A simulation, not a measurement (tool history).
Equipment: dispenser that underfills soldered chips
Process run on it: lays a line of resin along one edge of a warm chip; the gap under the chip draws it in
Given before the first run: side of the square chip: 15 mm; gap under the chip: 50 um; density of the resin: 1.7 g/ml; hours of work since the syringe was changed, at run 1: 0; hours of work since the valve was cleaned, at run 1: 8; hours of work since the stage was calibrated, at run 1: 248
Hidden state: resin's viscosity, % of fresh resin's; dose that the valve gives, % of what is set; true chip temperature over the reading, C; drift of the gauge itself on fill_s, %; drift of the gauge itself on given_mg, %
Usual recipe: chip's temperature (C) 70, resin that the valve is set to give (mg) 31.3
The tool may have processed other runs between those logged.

| run | hour | chip's temperature (C) | resin that the valve is set to give (mg) | hours of work since the syringe was changed | hours of work since the valve was cleaned | hours of work since the stage was calibrated | time until the resin shows at the far edge (s) | resin that the valve gave (mg) |
|---|---|---|---|---|---|---|---|---|
| 1 | 0.0 | 70 | 31.3 | 0 | 8 | 248 | 104.2 | 31.14 |
| 2 | 7.2 | 70 | 31.3 | 5 | 13 | 253 | 129.1 | 30.92 |
|  | 8.7 | new syringe of resin |
|  | 17.7 | new syringe of resin |
| 3 | 17.7 | 81 | 31.3 | 0 | 20 | 260 | 71.9 | 30.69 |
| 4 | 22.6 | 66 | 31.3 | 4 | 23 | 264 | 141.2 | 30.90 |
|  | 26.5 | new syringe of resin |
| 5 | 30.3 | 66 | 31.3 | 3 | 29 | 269 | 131.0 | 30.77 |
|  | 35.4 | new syringe of resin |
| 6 | 40.6 | 66 | 31.3 | 4 | 36 | 276 | 140.7 | 30.75 |
|  | 44.5 | new syringe of resin |
| 7 | 47.4 | 66 | 31.3 | 2 | 40 | 281 | 129.6 | 30.25 |
|  | 53.7 | new syringe of resin |
| 8 | 57.3 | 66 | 31.3 | 3 | 47 | 288 | 134.3 | 30.48 |
|  | 62.5 | new syringe of resin |
| 9 | 63.7 | 66 | 31.3 | 1 | 52 | 292 | 128.1 | 30.33 |
| 10 | 68.9 | 72 | 38.7 | 5 | 55 | 296 | 116.5 | 37.19 |
|  | 71.6 | new syringe of resin |
| 11 | 77.5 | 72 | 38.7 | 4 | 61 | 302 | 114.6 | 37.49 |
|  | 80.5 | new syringe of resin |
| 12 | 86.0 | 68 | 38.7 | 4 | 67 | 307 | 131.7 | 37.27 |
|  | 90.0 | new syringe of resin |
| 13 | 91.8 | 72 | 33.6 | 1 | 71 | 311 | 99.2 | 32.13 |
|  | 98.6 | new syringe of resin |
| 14 | 99.5 | 72 | 33.6 | 1 | 76 | 317 | 96.4 | 32.19 |
| 15 | 105.8 | 72 | 33.6 | 5 | 81 | 321 | 115.4 | 32.12 |
|  | 107.5 | new syringe of resin |
| 16 | 111.4 | 81 | 37.6 | 3 | 84 | 325 | 77.5 | 35.76 |
|  | 116.3 | new syringe of resin |
| 17 | 120.7 | 75 | 32.0 | 3 | 91 | 331 | 99.2 | 30.28 |

What if the next run were any one of these 3? Each begins from the tool's condition after run 17:
|  | 125.4 | new syringe of resin |
| A | 129.4 | 62 | 35.5 | 3 | 97 | 337 | ? | ? |
|  | 125.4 | new syringe of resin |
| B | 129.4 | 70 | 32.8 | 3 | 97 | 337 | ? | ? |
|  | 125.4 | new syringe of resin |
| C | 129.4 | 57 | 32.0 | 3 | 97 | 337 | ? | ? |

| run | time until the resin shows at the far edge (s) | resin that the valve gave (mg) |
|---|---|---|
| A | 157.0 | 33.32 |
| B | 117.4 | 30.93 |
| C | 187.2 | 30.00 |
What these runs would have given with no unlogged condition in the tool:
| run | time until the resin shows at the far edge (s) | resin that the valve gave (mg) |
|---|---|---|
| A | 134.2 | 35.35 |
| B | 100.3 | 32.81 |
| C | 159.3 | 31.82 |
